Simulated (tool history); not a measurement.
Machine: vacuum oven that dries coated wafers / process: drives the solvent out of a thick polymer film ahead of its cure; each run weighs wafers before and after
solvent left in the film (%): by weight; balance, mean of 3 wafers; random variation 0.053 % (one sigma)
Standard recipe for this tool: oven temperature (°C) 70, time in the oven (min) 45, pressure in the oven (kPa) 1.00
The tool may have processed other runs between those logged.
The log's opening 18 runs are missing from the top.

run     day  oven temperature (°C)  time in the oven (min)  pressure in the oven (kPa)  hours of work since the thermocouples were calibrated  hours of work since the vacuum gauge was cleaned of residue  solvent left in the film (%)
 19  30.971                     70                      45                        1.00                                                    188                                                         2274                          2.49
 20  32.604                     70                      45                        1.00                                                    218                                                         2304                          2.50
 21  34.454                     61                      52                        0.51                                                    251                                                         2337                          3.30
 22  35.812                     61                      52                        0.51                                                    275                                                         2361                          3.29
 23  37.062                     81                      67                        1.12                                                    297                                                         2384                          1.10
 24  38.858                     66                      45                        1.00                                                    330                                                         2416                          3.20
 25  40.683                     57                      63                        1.74                                                    362                                                         2448                          5.13
 26  41.762                     78                      53                        0.52                                                    382                                                         2468                          1.04
 27  43.188                     62                      50                        1.85                                                    407                                                         2493                          4.68
 28  45.346                     71                      24                        0.66                                                    446                                                         2532                          4.27
 29  47.492                     71                      24                        0.66                                                    484                                                         2570                          4.22
 30  49.029                     67                      31                        3.56                                                    512                                                         2598                          6.38
 31  51.346                     75                      45                        1.00                                                    553                                                         2639                          1.72
 32  52.554                     82                      49                        1.33                                                    575                                                         2661                          1.31
 33  54.508                     65                      45                        1.48                                                    610                                                         2696                          3.94
 34  56.600                     65                      45                        1.48                                                    648                                                         2734                          3.94
     58.204  -- oven's thermocouples calibrated
 35  58.812                     66                      31                        3.45                                                     11                                                         2772                          6.57

5 ways to go on from here, each from the tool as it stands after run 35. What would each give?
  A  60.833                     61                      36                        2.63                                                     47                                                         2808                             ?
  B  60.833                     66                      31                        0.80                                                     47                                                         2808                             ?
  C  60.833                     60                      39                        0.54                                                     47                                                         2808                             ?
  D  60.833                     64                      39                        0.52                                                     47                                                         2808                             ?
  E  60.833                     70                      45                        1.15                                                     47                                                         2808                             ?

run  solvent left in the film (%)
  A                          7.14
  B                          4.59
  C                          4.97
  D                          3.86
  E                          2.76
Had the tool no hidden state, the same runs would have come out as:
run  solvent left in the film (%)
  A                          5.91
  B                          3.60
  C                          3.67
  D                          2.72
  E                          1.80
